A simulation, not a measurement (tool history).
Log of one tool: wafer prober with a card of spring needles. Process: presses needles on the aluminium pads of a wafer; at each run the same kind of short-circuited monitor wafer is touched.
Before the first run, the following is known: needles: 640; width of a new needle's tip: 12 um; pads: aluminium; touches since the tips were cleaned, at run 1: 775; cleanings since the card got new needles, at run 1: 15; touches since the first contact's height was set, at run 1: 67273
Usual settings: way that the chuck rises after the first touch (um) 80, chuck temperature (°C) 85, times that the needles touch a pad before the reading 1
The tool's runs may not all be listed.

| run | hour | way that the chuck rises after the first touch (um) | chuck temperature (°C) | times that the needles touch a pad before the reading | touches since the tips were cleaned | cleanings since the card got new needles | touches since the first contact's height was set | resistance of one needle with its contact and lead (mohm) | way that a needle slides on the pad (um) |
|---|---|---|---|---|---|---|---|---|---|
| 1 | 0.0 | 80 | 85 | 1 | 775 | 15 | 67273 | 219 | 13.93 |
|  | 7.9 | tips cleaned on abrasive film |
| 2 | 9.3 | 99 | 85 | 1 | 648 | 16 | 71519 | 217 | 17.14 |
|  | 17.5 | tips cleaned on abrasive film |
| 3 | 18.0 | 62 | 85 | 1 | 256 | 17 | 75527 | 217 | 10.58 |
|  | 27.2 | tips cleaned on abrasive film |
| 4 | 28.4 | 62 | 85 | 1 | 559 | 18 | 80299 | 222 | 10.63 |
| 5 | 35.8 | 80 | 85 | 1 | 3952 | 18 | 83692 | 236 | 13.73 |
|  | 36.5 | tips cleaned on abrasive film |
| 6 | 41.0 | 80 | 85 | 1 | 2111 | 19 | 86090 | 229 | 13.92 |
|  | 45.8 | tips cleaned on abrasive film |
| 7 | 47.8 | 80 | 85 | 1 | 932 | 20 | 89168 | 220 | 13.77 |
|  | 55.5 | tips cleaned on abrasive film |
| 8 | 58.7 | 80 | 85 | 1 | 1467 | 21 | 94172 | 222 | 13.76 |
|  | 64.8 | tips cleaned on abrasive film |
| 9 | 64.8 | 88 | 116 | 1 | 0 | 22 | 96929 | 223 | 15.01 |
| 10 | 73.4 | 88 | 116 | 1 | 4004 | 22 | 100933 | 239 | 15.02 |
|  | 74.3 | tips cleaned on abrasive film |
| 11 | 82.2 | 88 | 116 | 1 | 3662 | 23 | 104963 | 238 | 15.10 |
|  | 84.0 | tips cleaned on abrasive film |
| 12 | 91.1 | 65 | 116 | 2 | 3307 | 24 | 109040 | 235 | 11.09 |
|  | 93.2 | tips cleaned on abrasive film |
| 13 | 96.0 | 80 | 39 | 1 | 1325 | 25 | 111262 | 211 | 13.58 |
|  | 102.6 | tips cleaned on abrasive film |
| 14 | 102.8 | 86 | 34 | 2 | 82 | 26 | 114356 | 203 | 14.66 |
|  | 112.6 | tips cleaned on abrasive film |
| 15 | 112.8 | 86 | 34 | 2 | 91 | 27 | 118951 | 204 | 14.71 |
|  | 122.0 | tips cleaned on abrasive film |
| 16 | 122.9 | 97 | 34 | 3 | 429 | 28 | 123579 | 200 | 16.64 |

Forecast each of these 3 alternatives for the next run:
| A | 129.3 | 80 | 92 | 1 | 3386 | 28 | 126536 | ? | ? |
| B | 129.3 | 97 | 34 | 1 | 3386 | 28 | 126536 | ? | ? |
| C | 129.3 | 76 | 36 | 3 | 3386 | 28 | 126536 | ? | ? |

| run | resistance of one needle with its contact and lead (mohm) | way that a needle slides on the pad (um) |
|---|---|---|
| A | 231 | 13.78 |
| B | 219 | 16.76 |
| C | 212 | 13.01 |
With the hidden condition removed and each run's random variation left untouched, the same runs would have given:
| run | resistance of one needle with its contact and lead (mohm) | way that a needle slides on the pad (um) |
|---|---|---|
| A | 212 | 14.31 |
| B | 201 | 17.29 |
| C | 204 | 13.53 |
